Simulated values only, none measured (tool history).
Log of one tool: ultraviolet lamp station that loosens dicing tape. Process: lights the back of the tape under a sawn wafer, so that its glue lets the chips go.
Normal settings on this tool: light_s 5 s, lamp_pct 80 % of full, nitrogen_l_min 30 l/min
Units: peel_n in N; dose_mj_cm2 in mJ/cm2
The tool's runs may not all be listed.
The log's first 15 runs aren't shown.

run    hour  light_s  lamp_pct  nitrogen_l_min  hours of work of the lamp  hours of work since the window was cleaned  peel_n  dose_mj_cm2
 16   701.6        5        80              30                        540                                         307    1.39          202
 17   744.5        6        80              30                        571                                         337   1.067          240
 18   799.8        6        80              30                        611                                         377   1.072          241
 19   851.6        6        80              30                        648                                         414   1.123          231
 20   881.9        8        80              30                        670                                         436   0.599          306
 21   912.4        8        80              30                        692                                         458   0.636          301
 22   961.1        6        80              30                        727                                         493   1.204          222
      971.1  -- window cleaned of glue's vapour
 23  1013.3        6        80              30                        764                                          30   1.077          230
 24  1074.6        2        81              12                        808                                          74   5.804           75
     1081.2  -- lamp changed
 25    1114        2        97              14                         24                                         102   4.196          121
 26  1151.9        2        97              14                         51                                         129   4.286          118
 27  1193.4        2        97              31                         81                                         159    3.13          115
 28  1224.2        2        97              31                        103                                         181   3.248          118
 29  1282.8        5        80              52                        145                                         223    0.74          233
 30  1321.7        7        80              30                        173                                         251   0.558          329
 31  1375.7        7        63              34                        211                                         290   0.854          250
 32  1432.4        6        83              11                        252                                         331    1.61          280
 33  1470.9        6        88              14                        280                                         358   1.269          288
 34  1530.4        5        61              37                        323                                         401   1.748          164
 35  1582.5        6        80              22                        360                                         438    1.15          255
 36  1627.9        8        80              22                        393                                         471   0.648          334
 37  1655.9        8        80              22                        413                                         491   0.646          332
     1665.7  -- window cleaned of glue's vapour
 38  1710.6        5        80              11                        452                                          32    2.45          212

Estimate the outcome of run 39 from the log above:
 39  1765        5        80              11                        491                                          71       ?            ?

Run 39 yielded peel_n 2.579 N, dose_mj_cm2 211 mJ/cm2.
Take away the tool's hidden state, keep the run-to-run variation as it was, and the same run would have given peel_n 1.915 N, dose_mj_cm2 257 mJ/cm2.
